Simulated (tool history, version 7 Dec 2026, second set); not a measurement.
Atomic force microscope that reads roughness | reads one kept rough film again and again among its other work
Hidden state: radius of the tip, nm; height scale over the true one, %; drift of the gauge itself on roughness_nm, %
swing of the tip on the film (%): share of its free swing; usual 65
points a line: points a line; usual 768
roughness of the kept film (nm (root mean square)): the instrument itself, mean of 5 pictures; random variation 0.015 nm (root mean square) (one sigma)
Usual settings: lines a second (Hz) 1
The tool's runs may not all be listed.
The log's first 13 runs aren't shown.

run,hour,lines a second (Hz),swing of the tip on the film (%),points a line,pictures with this tip,hours of work since the height scale was calibrated,roughness of the kept film (nm (root mean square))
14,241.6,1.12,61,768,149,571,3.513
15,257.7,1.12,61,768,187,583,3.427
16,268.6,1.12,61,768,212,591,3.436
17,283.5,1.12,61,768,247,601,3.359
18,307.4,1.12,61,768,304,618,3.321
# hour 309: new tip fitted
19,326.8,1.12,61,768,42,631,3.649
20,337.5,0.71,77,983,67,639,3.581
21,351.4,1.21,65,784,100,649,3.549
22,361.3,0.88,79,784,123,656,3.43
23,376.9,0.88,79,784,160,667,3.381
24,397.6,0.88,79,784,208,682,3.286
25,418.5,1,65,539,258,696,3.321
26,437.5,1,89,443,302,710,3.016
# hour 439.5: new tip fitted
27,460.5,1,89,443,49,726,3.345
28,470.6,1,60,514,73,733,3.616
29,492.7,2.17,58,993,125,749,3.465
30,509.6,0.85,88,522,165,761,3.24
31,523.5,0.85,88,522,197,770,3.188
32,540.8,0.85,88,522,238,783,3.141
33,560.3,0.86,78,768,284,797,3.187
# hour 571.6: new tip fitted
34,571.8,1,67,465,1,804,3.657
35,583.6,1.03,58,287,29,813,3.665

Forecast each of these 3 alternatives for the next run:
A,593.9,2.63,65,292,53,820,?
B,593.9,3.38,58,768,53,820,?
C,593.9,1.87,65,768,53,820,?

run,roughness of the kept film (nm (root mean square))
A,3.422
B,3.48
C,3.515
Without the tool's hidden state the same runs would have given:
run,roughness of the kept film (nm (root mean square))
A,3.513
B,3.573
C,3.609

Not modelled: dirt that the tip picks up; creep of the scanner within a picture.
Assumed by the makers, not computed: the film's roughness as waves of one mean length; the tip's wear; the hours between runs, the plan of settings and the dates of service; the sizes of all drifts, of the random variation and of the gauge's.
